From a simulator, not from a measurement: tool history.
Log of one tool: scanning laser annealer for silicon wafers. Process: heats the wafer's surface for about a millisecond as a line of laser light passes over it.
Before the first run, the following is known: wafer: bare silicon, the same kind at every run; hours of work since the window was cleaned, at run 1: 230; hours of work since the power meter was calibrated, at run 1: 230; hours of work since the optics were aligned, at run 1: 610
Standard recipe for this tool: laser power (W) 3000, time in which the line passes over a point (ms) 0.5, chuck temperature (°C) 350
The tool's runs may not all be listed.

| run | day | laser power (W) | time in which the line passes over a point (ms) | chuck temperature (°C) | hours of work since the window was cleaned | hours of work since the power meter was calibrated | hours of work since the optics were aligned | highest temperature of the surface (°C) |
|---|---|---|---|---|---|---|---|---|
| 1 | 0 | 3000 | 0.5 | 350 | 230 | 230 | 610 | 1127 |
| 2 | 1.579 | 3000 | 0.5 | 350 | 253 | 253 | 632 | 1127 |
| 3 | 3.775 | 3000 | 0.493 | 350 | 284 | 284 | 664 | 1121 |
| 4 | 5.9 | 3000 | 0.5 | 350 | 315 | 315 | 695 | 1128 |
|  | 8.175 | optics aligned, line set to its width |
| 5 | 8.338 | 3000 | 0.436 | 350 | 347 | 347 | 2 | 1071 |
|  | 8.704 | window over the wafer cleaned |
| 6 | 10.225 | 3000 | 0.436 | 363 | 22 | 373 | 28 | 1089 |
| 7 | 12.329 | 3000 | 0.524 | 350 | 52 | 403 | 59 | 1151 |
| 8 | 14.142 | 3000 | 0.5 | 350 | 78 | 429 | 85 | 1131 |
| 9 | 15.292 | 3000 | 0.5 | 350 | 95 | 446 | 101 | 1133 |
| 10 | 17.617 | 3000 | 0.5 | 350 | 128 | 479 | 135 | 1129 |
| 11 | 18.9 | 3000 | 0.5 | 350 | 147 | 498 | 153 | 1130 |
| 12 | 21.654 | 3000 | 0.5 | 350 | 187 | 538 | 193 | 1132 |
| 13 | 23.762 | 3000 | 0.5 | 350 | 217 | 568 | 223 | 1126 |
| 14 | 25.05 | 3000 | 0.5 | 350 | 235 | 586 | 242 | 1127 |
| 15 | 26.3 | 2729 | 0.5 | 350 | 253 | 604 | 260 | 1058 |
| 16 | 27.571 | 2729 | 0.5 | 350 | 272 | 623 | 278 | 1059 |
| 17 | 29.538 | 3000 | 0.45 | 350 | 300 | 651 | 307 | 1084 |
| 18 | 32.271 | 3000 | 0.45 | 350 | 340 | 690 | 346 | 1087 |
|  | 33.158 | window over the wafer cleaned |
| 19 | 33.521 | 3000 | 0.45 | 343 | 5 | 707 | 363 | 1080 |
| 20 | 35.117 | 3000 | 0.45 | 369 | 28 | 730 | 386 | 1104 |
| 21 | 36.258 | 3099 | 0.438 | 364 | 45 | 747 | 402 | 1117 |
| 22 | 38.5 | 2882 | 0.5 | 353 | 77 | 779 | 434 | 1098 |
| 23 | 39.896 | 3000 | 0.425 | 387 | 97 | 799 | 455 | 1103 |
| 24 | 41.825 | 3140 | 0.466 | 336 | 125 | 827 | 482 | 1123 |
| 25 | 43.4 | 3140 | 0.466 | 336 | 148 | 850 | 505 | 1122 |
| 26 | 45.071 | 3140 | 0.466 | 336 | 172 | 874 | 529 | 1121 |
| 27 | 47.033 | 2653 | 0.466 | 336 | 200 | 902 | 557 | 998 |
| 28 | 49.842 | 2653 | 0.351 | 364 | 240 | 942 | 598 | 936 |
| 29 | 51.492 | 2653 | 0.351 | 364 | 264 | 966 | 622 | 931 |
| 30 | 53.792 | 3240 | 0.563 | 314 | 297 | 999 | 655 | 1213 |
| 31 | 55.533 | 3240 | 0.563 | 314 | 322 | 1024 | 680 | 1206 |
|  | 57.55 | window over the wafer cleaned |
| 32 | 57.583 | 3240 | 0.422 | 314 | 1 | 1053 | 708 | 1087 |
|  | 58.879 | optics aligned, line set to its width |
| 33 | 60.408 | 3256 | 0.429 | 321 | 38 | 1090 | 22 | 1102 |
| 34 | 61.95 | 3143 | 0.387 | 321 | 60 | 1113 | 44 | 1034 |
| 35 | 64.579 | 3143 | 0.387 | 321 | 98 | 1151 | 82 | 1034 |
| 36 | 66.162 | 3143 | 0.387 | 321 | 121 | 1173 | 105 | 1032 |
| 37 | 67.446 | 3000 | 0.586 | 323 | 140 | 1192 | 123 | 1172 |
| 38 | 69.796 | 2608 | 0.388 | 350 | 173 | 1226 | 157 | 939 |

Consider 4 possible next runs. They are alternatives, not a sequence: every one starts from the tool as it was left by run 38. What does each give?
| A | 70.946 | 2608 | 0.514 | 364 | 190 | 1242 | 174 | ? |
| B | 70.946 | 3000 | 0.5 | 388 | 190 | 1242 | 174 | ? |
| C | 70.946 | 2608 | 0.386 | 350 | 190 | 1242 | 174 | ? |
| D | 70.946 | 3039 | 0.37 | 385 | 190 | 1242 | 174 | ? |

| run | highest temperature of the surface (°C) |
|---|---|
| A | 1051 |
| B | 1168 |
| C | 936 |
| D | 1053 |
What these runs would have given with no unlogged condition in the tool:
| run | highest temperature of the surface (°C) |
|---|---|
| A | 1051 |
| B | 1169 |
| C | 936 |
| D | 1054 |
